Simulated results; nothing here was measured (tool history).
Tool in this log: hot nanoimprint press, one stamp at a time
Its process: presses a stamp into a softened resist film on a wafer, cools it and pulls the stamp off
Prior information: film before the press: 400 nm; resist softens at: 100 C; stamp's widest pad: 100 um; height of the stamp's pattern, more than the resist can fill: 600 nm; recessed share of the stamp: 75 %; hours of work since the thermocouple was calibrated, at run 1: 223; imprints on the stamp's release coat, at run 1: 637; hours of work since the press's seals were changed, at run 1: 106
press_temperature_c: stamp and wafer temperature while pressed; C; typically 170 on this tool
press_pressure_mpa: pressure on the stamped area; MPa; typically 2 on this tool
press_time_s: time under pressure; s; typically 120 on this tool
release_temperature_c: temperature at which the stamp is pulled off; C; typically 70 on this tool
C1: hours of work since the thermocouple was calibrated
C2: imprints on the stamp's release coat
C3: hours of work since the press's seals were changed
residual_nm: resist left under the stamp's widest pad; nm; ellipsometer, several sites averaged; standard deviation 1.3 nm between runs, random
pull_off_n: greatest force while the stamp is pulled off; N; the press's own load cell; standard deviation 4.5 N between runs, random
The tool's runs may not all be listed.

{"run": 1, "hour": 0.0, "press_temperature_c": 170, "press_pressure_mpa": 2, "press_time_s": 120, "release_temperature_c": 70, "C1": 223, "C2": 637, "C3": 106, "residual_nm": 204.2, "pull_off_n": 267}
{"hour": 19.2, "done": "stamp cleaned and given a new release coat"}
{"run": 2, "hour": 29.8, "press_temperature_c": 170, "press_pressure_mpa": 2, "press_time_s": 120, "release_temperature_c": 70, "C1": 238, "C2": 42, "C3": 121, "residual_nm": 205.9, "pull_off_n": 218}
{"run": 3, "hour": 45.4, "press_temperature_c": 170, "press_pressure_mpa": 1.35, "press_time_s": 120, "release_temperature_c": 70, "C1": 248, "C2": 102, "C3": 131, "residual_nm": 243.3, "pull_off_n": 232}
{"run": 4, "hour": 67.8, "press_temperature_c": 170, "press_pressure_mpa": 1.35, "press_time_s": 120, "release_temperature_c": 70, "C1": 263, "C2": 189, "C3": 145, "residual_nm": 244.9, "pull_off_n": 238}
{"run": 5, "hour": 85.9, "press_temperature_c": 170, "press_pressure_mpa": 2, "press_time_s": 120, "release_temperature_c": 70, "C1": 274, "C2": 259, "C3": 157, "residual_nm": 204.5, "pull_off_n": 245}
{"run": 6, "hour": 101.0, "press_temperature_c": 170, "press_pressure_mpa": 2, "press_time_s": 120, "release_temperature_c": 70, "C1": 284, "C2": 318, "C3": 167, "residual_nm": 206, "pull_off_n": 243}
{"hour": 125.4, "done": "plate thermocouple calibrated"}
{"run": 7, "hour": 134.2, "press_temperature_c": 170, "press_pressure_mpa": 2, "press_time_s": 120, "release_temperature_c": 70, "C1": 6, "C2": 435, "C3": 186, "residual_nm": 211, "pull_off_n": 256}
{"run": 8, "hour": 166.6, "press_temperature_c": 170, "press_pressure_mpa": 2, "press_time_s": 120, "release_temperature_c": 70, "C1": 27, "C2": 561, "C3": 207, "residual_nm": 210.1, "pull_off_n": 262}
{"run": 9, "hour": 197.1, "press_temperature_c": 170, "press_pressure_mpa": 2, "press_time_s": 120, "release_temperature_c": 70, "C1": 46, "C2": 679, "C3": 227, "residual_nm": 210.7, "pull_off_n": 281}
{"hour": 204.6, "done": "stamp cleaned and given a new release coat"}
{"run": 10, "hour": 229.8, "press_temperature_c": 170, "press_pressure_mpa": 2, "press_time_s": 120, "release_temperature_c": 73, "C1": 63, "C2": 98, "C3": 244, "residual_nm": 210.1, "pull_off_n": 219}
{"run": 11, "hour": 252.4, "press_temperature_c": 170, "press_pressure_mpa": 2, "press_time_s": 120, "release_temperature_c": 70, "C1": 78, "C2": 185, "C3": 258, "residual_nm": 212.2, "pull_off_n": 231}
{"run": 12, "hour": 276.6, "press_temperature_c": 170, "press_pressure_mpa": 2, "press_time_s": 120, "release_temperature_c": 70, "C1": 93, "C2": 279, "C3": 274, "residual_nm": 212.6, "pull_off_n": 243}
{"hour": 290.0, "done": "plate thermocouple calibrated, once more"}
{"run": 13, "hour": 305.3, "press_temperature_c": 170, "press_pressure_mpa": 2, "press_time_s": 120, "release_temperature_c": 70, "C1": 10, "C2": 379, "C3": 291, "residual_nm": 199, "pull_off_n": 250}
{"run": 14, "hour": 338.3, "press_temperature_c": 170, "press_pressure_mpa": 2.14, "press_time_s": 78, "release_temperature_c": 72, "C1": 31, "C2": 507, "C3": 312, "residual_nm": 226.5, "pull_off_n": 252}
{"run": 15, "hour": 366.0, "press_temperature_c": 179, "press_pressure_mpa": 2.14, "press_time_s": 70, "release_temperature_c": 66, "C1": 49, "C2": 615, "C3": 330, "residual_nm": 156.9, "pull_off_n": 284}
{"hour": 390.2, "done": "stamp cleaned and given a new release coat"}
{"run": 16, "hour": 396.7, "press_temperature_c": 170, "press_pressure_mpa": 1.98, "press_time_s": 120, "release_temperature_c": 70, "C1": 65, "C2": 26, "C3": 346, "residual_nm": 203.9, "pull_off_n": 225}
{"run": 17, "hour": 419.5, "press_temperature_c": 180, "press_pressure_mpa": 2.51, "press_time_s": 85, "release_temperature_c": 71, "C1": 79, "C2": 114, "C3": 360, "residual_nm": 127.5, "pull_off_n": 232}

The next listed run, before its measurement:
{"run": 18, "hour": 447.5, "press_temperature_c": 180, "press_pressure_mpa": 2.51, "press_time_s": 85, "release_temperature_c": 71, "C1": 98, "C2": 223, "C3": 378, "residual_nm": "?", "pull_off_n": "?"}

residual_nm: 128.8 nm
pull_off_n: 238 N
Without the tool's hidden state the same run would have given residual_nm 124.2 nm, pull_off_n 218 N.

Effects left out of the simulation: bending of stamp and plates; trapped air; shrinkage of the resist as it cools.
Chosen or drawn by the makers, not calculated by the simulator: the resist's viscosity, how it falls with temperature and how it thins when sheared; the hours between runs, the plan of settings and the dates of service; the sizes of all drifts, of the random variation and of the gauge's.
